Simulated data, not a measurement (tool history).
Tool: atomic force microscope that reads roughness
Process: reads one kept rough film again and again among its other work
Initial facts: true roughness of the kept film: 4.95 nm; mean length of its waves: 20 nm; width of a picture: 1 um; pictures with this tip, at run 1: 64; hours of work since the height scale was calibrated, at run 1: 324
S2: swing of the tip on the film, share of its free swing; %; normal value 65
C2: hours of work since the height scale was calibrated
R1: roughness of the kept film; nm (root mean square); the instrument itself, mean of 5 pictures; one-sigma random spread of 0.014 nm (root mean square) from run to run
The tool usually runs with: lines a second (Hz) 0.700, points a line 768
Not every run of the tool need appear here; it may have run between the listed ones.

{"run": 1, "hour": 0.0, "lines a second (Hz)": 0.7, "S2": 65, "points a line": 768, "pictures with this tip": 64, "C2": 324, "R1": 3.242}
{"run": 2, "hour": 31.0, "lines a second (Hz)": 0.7, "S2": 65, "points a line": 768, "pictures with this tip": 103, "C2": 339, "R1": 3.258}
{"run": 3, "hour": 68.6, "lines a second (Hz)": 0.7, "S2": 65, "points a line": 768, "pictures with this tip": 151, "C2": 357, "R1": 3.258}
{"run": 4, "hour": 108.1, "lines a second (Hz)": 0.7, "S2": 59, "points a line": 768, "pictures with this tip": 200, "C2": 376, "R1": 3.292}
{"run": 5, "hour": 136.8, "lines a second (Hz)": 0.7, "S2": 59, "points a line": 768, "pictures with this tip": 237, "C2": 390, "R1": 3.261}
{"run": 6, "hour": 174.0, "lines a second (Hz)": 0.7, "S2": 59, "points a line": 768, "pictures with this tip": 284, "C2": 408, "R1": 3.267}
{"run": 7, "hour": 212.5, "lines a second (Hz)": 0.7, "S2": 59, "points a line": 768, "pictures with this tip": 332, "C2": 426, "R1": 3.246}
{"hour": 217.0, "done": "new tip fitted"}
{"run": 8, "hour": 231.0, "lines a second (Hz)": 0.7, "S2": 59, "points a line": 768, "pictures with this tip": 18, "C2": 435, "R1": 3.295}
{"run": 9, "hour": 250.5, "lines a second (Hz)": 0.7, "S2": 59, "points a line": 768, "pictures with this tip": 42, "C2": 444, "R1": 3.25}
{"run": 10, "hour": 284.1, "lines a second (Hz)": 0.7, "S2": 59, "points a line": 768, "pictures with this tip": 85, "C2": 460, "R1": 3.27}
{"run": 11, "hour": 304.8, "lines a second (Hz)": 0.7, "S2": 59, "points a line": 768, "pictures with this tip": 111, "C2": 470, "R1": 3.285}
{"run": 12, "hour": 343.6, "lines a second (Hz)": 0.7, "S2": 65, "points a line": 768, "pictures with this tip": 160, "C2": 489, "R1": 3.255}
{"run": 13, "hour": 379.2, "lines a second (Hz)": 0.7, "S2": 65, "points a line": 416, "pictures with this tip": 205, "C2": 506, "R1": 3.222}
{"run": 14, "hour": 395.9, "lines a second (Hz)": 0.975, "S2": 65, "points a line": 416, "pictures with this tip": 226, "C2": 514, "R1": 3.202}
{"run": 15, "hour": 420.6, "lines a second (Hz)": 0.975, "S2": 65, "points a line": 416, "pictures with this tip": 257, "C2": 526, "R1": 3.203}
{"run": 16, "hour": 447.1, "lines a second (Hz)": 0.975, "S2": 65, "points a line": 416, "pictures with this tip": 290, "C2": 538, "R1": 3.215}
{"hour": 485.7, "done": "new tip fitted"}
{"run": 17, "hour": 487.3, "lines a second (Hz)": 0.975, "S2": 65, "points a line": 416, "pictures with this tip": 2, "C2": 557, "R1": 3.221}
{"run": 18, "hour": 522.7, "lines a second (Hz)": 0.7, "S2": 65, "points a line": 904, "pictures with this tip": 47, "C2": 574, "R1": 3.259}
{"run": 19, "hour": 542.2, "lines a second (Hz)": 0.7, "S2": 65, "points a line": 904, "pictures with this tip": 71, "C2": 584, "R1": 3.273}
{"run": 20, "hour": 572.1, "lines a second (Hz)": 0.7, "S2": 65, "points a line": 904, "pictures with this tip": 109, "C2": 598, "R1": 3.264}
{"run": 21, "hour": 612.4, "lines a second (Hz)": 0.7, "S2": 65, "points a line": 904, "pictures with this tip": 160, "C2": 617, "R1": 3.259}
{"run": 22, "hour": 637.4, "lines a second (Hz)": 1.924, "S2": 65, "points a line": 394, "pictures with this tip": 191, "C2": 629, "R1": 3.157}
{"run": 23, "hour": 665.7, "lines a second (Hz)": 1.924, "S2": 65, "points a line": 394, "pictures with this tip": 227, "C2": 643, "R1": 3.159}
{"run": 24, "hour": 705.7, "lines a second (Hz)": 0.539, "S2": 58, "points a line": 729, "pictures with this tip": 278, "C2": 662, "R1": 3.284}
{"run": 25, "hour": 725.4, "lines a second (Hz)": 0.539, "S2": 58, "points a line": 729, "pictures with this tip": 302, "C2": 671, "R1": 3.265}
{"run": 26, "hour": 747.1, "lines a second (Hz)": 0.539, "S2": 58, "points a line": 729, "pictures with this tip": 330, "C2": 682, "R1": 3.286}
{"hour": 753.4, "done": "new tip fitted"}
{"run": 27, "hour": 766.4, "lines a second (Hz)": 0.539, "S2": 79, "points a line": 716, "pictures with this tip": 17, "C2": 691, "R1": 3.238}
{"run": 28, "hour": 802.8, "lines a second (Hz)": 0.756, "S2": 68, "points a line": 660, "pictures with this tip": 62, "C2": 708, "R1": 3.261}
{"run": 29, "hour": 837.4, "lines a second (Hz)": 0.756, "S2": 68, "points a line": 660, "pictures with this tip": 106, "C2": 725, "R1": 3.241}
{"run": 30, "hour": 858.4, "lines a second (Hz)": 1.002, "S2": 88, "points a line": 768, "pictures with this tip": 132, "C2": 735, "R1": 3.116}
{"run": 31, "hour": 898.7, "lines a second (Hz)": 2.661, "S2": 89, "points a line": 650, "pictures with this tip": 183, "C2": 754, "R1": 2.836}
{"run": 32, "hour": 917.6, "lines a second (Hz)": 0.969, "S2": 65, "points a line": 571, "pictures with this tip": 207, "C2": 763, "R1": 3.246}
{"run": 33, "hour": 952.2, "lines a second (Hz)": 0.969, "S2": 65, "points a line": 571, "pictures with this tip": 251, "C2": 780, "R1": 3.226}
{"run": 34, "hour": 975.7, "lines a second (Hz)": 0.7, "S2": 57, "points a line": 768, "pictures with this tip": 280, "C2": 791, "R1": 3.279}
{"run": 35, "hour": 1007.7, "lines a second (Hz)": 1.617, "S2": 86, "points a line": 768, "pictures with this tip": 321, "C2": 807, "R1": 3.054}
{"hour": 1020.8, "done": "new tip fitted"}
{"run": 36, "hour": 1030.8, "lines a second (Hz)": 1.617, "S2": 73, "points a line": 371, "pictures with this tip": 12, "C2": 817, "R1": 3.126}
{"run": 37, "hour": 1066.0, "lines a second (Hz)": 0.562, "S2": 65, "points a line": 768, "pictures with this tip": 57, "C2": 834, "R1": 3.28}

The next listed run, before its measurement:
{"run": 38, "hour": 1095.5, "lines a second (Hz)": 0.562, "S2": 65, "points a line": 768, "pictures with this tip": 94, "C2": 848, "R1": "?"}

Run 38 came out at R1 3.287 nm (root mean square).
If the tool had no hidden condition, the same run with the same run-to-run variation would have returned R1 3.290 nm (root mean square).

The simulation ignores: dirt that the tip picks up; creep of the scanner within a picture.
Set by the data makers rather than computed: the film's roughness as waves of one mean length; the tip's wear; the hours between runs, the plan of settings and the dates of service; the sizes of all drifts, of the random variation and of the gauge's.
